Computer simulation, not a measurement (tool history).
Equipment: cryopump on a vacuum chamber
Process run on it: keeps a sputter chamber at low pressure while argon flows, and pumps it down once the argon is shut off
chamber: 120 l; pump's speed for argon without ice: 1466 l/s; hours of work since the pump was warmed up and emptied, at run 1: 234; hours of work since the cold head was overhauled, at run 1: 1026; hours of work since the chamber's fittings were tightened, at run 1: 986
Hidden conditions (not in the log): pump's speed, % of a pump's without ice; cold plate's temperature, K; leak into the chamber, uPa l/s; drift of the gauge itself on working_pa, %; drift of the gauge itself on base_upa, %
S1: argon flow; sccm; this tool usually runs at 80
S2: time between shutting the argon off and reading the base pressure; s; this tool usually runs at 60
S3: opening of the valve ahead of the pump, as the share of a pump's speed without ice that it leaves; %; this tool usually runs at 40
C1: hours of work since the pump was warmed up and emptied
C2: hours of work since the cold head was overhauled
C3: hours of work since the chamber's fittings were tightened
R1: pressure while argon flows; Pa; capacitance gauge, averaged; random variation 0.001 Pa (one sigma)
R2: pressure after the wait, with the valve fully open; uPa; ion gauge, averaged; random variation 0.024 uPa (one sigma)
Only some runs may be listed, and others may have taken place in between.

run,hour,S1,S2,S3,C1,C2,C3,R1,R2
1,0.0,80,60,40,234,1026,986,0.2445,3.14
2,28.1,80,60,40,252,1044,1004,0.2458,3.22
3,55.8,80,60,40,269,1062,1021,0.2471,3.22
4,77.2,80,60,40,283,1076,1035,0.2462,3.29
5,118.6,80,60,40,310,1102,1062,0.2477,3.43
6,150.8,80,96,40,330,1123,1082,0.2510,3.21
7,188.4,80,96,40,355,1147,1107,0.2525,3.31
# hour 200.4: leaking fittings of the chamber tightened, without venting
8,224.5,80,96,40,376,1169,15,0.2537,0.74
9,258.4,80,96,40,398,1191,37,0.2551,0.82
10,278.6,80,96,40,411,1204,50,0.2555,0.87
11,300.5,80,96,40,425,1218,64,0.2571,0.87
12,320.2,80,96,40,438,1231,77,0.2575,0.91
13,361.8,80,96,40,465,1257,104,0.2591,1.00
14,403.6,80,96,40,491,1284,130,0.2615,1.09
15,440.7,79,60,40,515,1308,154,0.2571,1.41
16,462.4,159,26,35,529,1322,168,0.5882,2.42
17,495.8,80,145,40,551,1343,190,0.2638,1.06
18,520.5,80,145,40,566,1359,206,0.2674,1.18

What does the tool deliver on the next run?
19,545.7,47,139,57,583,1375,222,?,?

For run 19 the tool returned R1 0.1168 Pa, R2 1.23 uPa.
Minus the tool's unlogged condition, the same run would have read R1 0.0950 Pa, R2 0.52 uPa.

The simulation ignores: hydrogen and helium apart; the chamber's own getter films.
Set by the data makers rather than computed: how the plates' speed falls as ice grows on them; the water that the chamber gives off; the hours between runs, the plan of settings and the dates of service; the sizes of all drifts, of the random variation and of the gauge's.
